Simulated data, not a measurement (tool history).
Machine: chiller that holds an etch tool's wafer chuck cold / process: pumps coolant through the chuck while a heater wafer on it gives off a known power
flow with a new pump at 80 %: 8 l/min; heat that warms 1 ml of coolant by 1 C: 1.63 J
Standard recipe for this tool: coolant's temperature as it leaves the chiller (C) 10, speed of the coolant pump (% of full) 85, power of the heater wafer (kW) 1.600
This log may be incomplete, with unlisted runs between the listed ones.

run,hour,coolant's temperature as it leaves the chiller (C),speed of the coolant pump (% of full),power of the heater wafer (kW),chuck's temperature once it has settled (K),how much warmer the coolant comes back (C)
1,0.0,10,85,1.600,295.85,7.14
2,31.6,10,62,1.600,299.15,9.99
3,67.3,10,91,1.600,295.05,6.68
4,85.4,10,91,1.600,295.45,6.64
5,111.1,10,85,1.189,292.65,5.32
6,130.2,10,66,1.600,298.55,9.37
7,157.2,11,85,1.600,296.85,7.21
8,185.1,11,85,0.939,291.55,4.26
9,220.3,11,85,0.939,291.85,4.19
10,246.4,10,86,1.600,296.05,7.15
11,278.6,10,86,1.600,295.65,7.14
12,297.5,10,86,1.600,295.85,7.12
13,320.6,10,84,1.600,296.15,7.35
14,336.4,10,67,1.600,298.65,9.26
15,366.2,10,85,1.600,296.15,7.26
16,383.9,10,85,1.600,296.05,7.29

What does the tool deliver on the next run?
17,408.8,10,85,1.600,?,?

chuck's temperature once it has settled (K): 295.95
how much warmer the coolant comes back (C): 7.30
Were there no unlogged condition in the tool, this run, its random variation unchanged, would have produced chuck's temperature once it has settled (K) 295.25, how much warmer the coolant comes back (C) 6.91.
